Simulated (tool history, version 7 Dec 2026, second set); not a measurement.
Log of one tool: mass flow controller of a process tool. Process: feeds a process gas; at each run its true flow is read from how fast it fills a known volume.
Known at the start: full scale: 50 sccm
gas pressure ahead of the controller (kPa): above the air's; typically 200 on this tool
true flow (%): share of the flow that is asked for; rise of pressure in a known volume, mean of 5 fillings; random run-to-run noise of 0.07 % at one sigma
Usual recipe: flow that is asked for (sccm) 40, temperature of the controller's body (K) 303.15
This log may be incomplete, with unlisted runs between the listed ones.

run,hour,flow that is asked for (sccm),gas pressure ahead of the controller (kPa),temperature of the controller's body (K),true flow (%)
1,0.0,40,200,303.15,99.23
2,148.9,40,200,303.15,99.18
3,283.8,40,200,303.15,98.93
4,373.5,7,200,303.15,97.73
5,435.5,40,242,303.15,98.81
6,505.3,40,200,303.15,98.89
7,639.6,40,200,303.15,98.83
8,777.5,40,200,303.15,98.76
9,850.6,16,200,303.15,97.87
10,938.5,16,200,303.15,97.74

Run 11 comes next. What will it give?
11,1001.6,19,228,311.15,?

Run 11 yielded true flow (%) 97.10.
Were there no unlogged condition in the tool, this run, its random variation unchanged, would have produced true flow (%) 97.67.
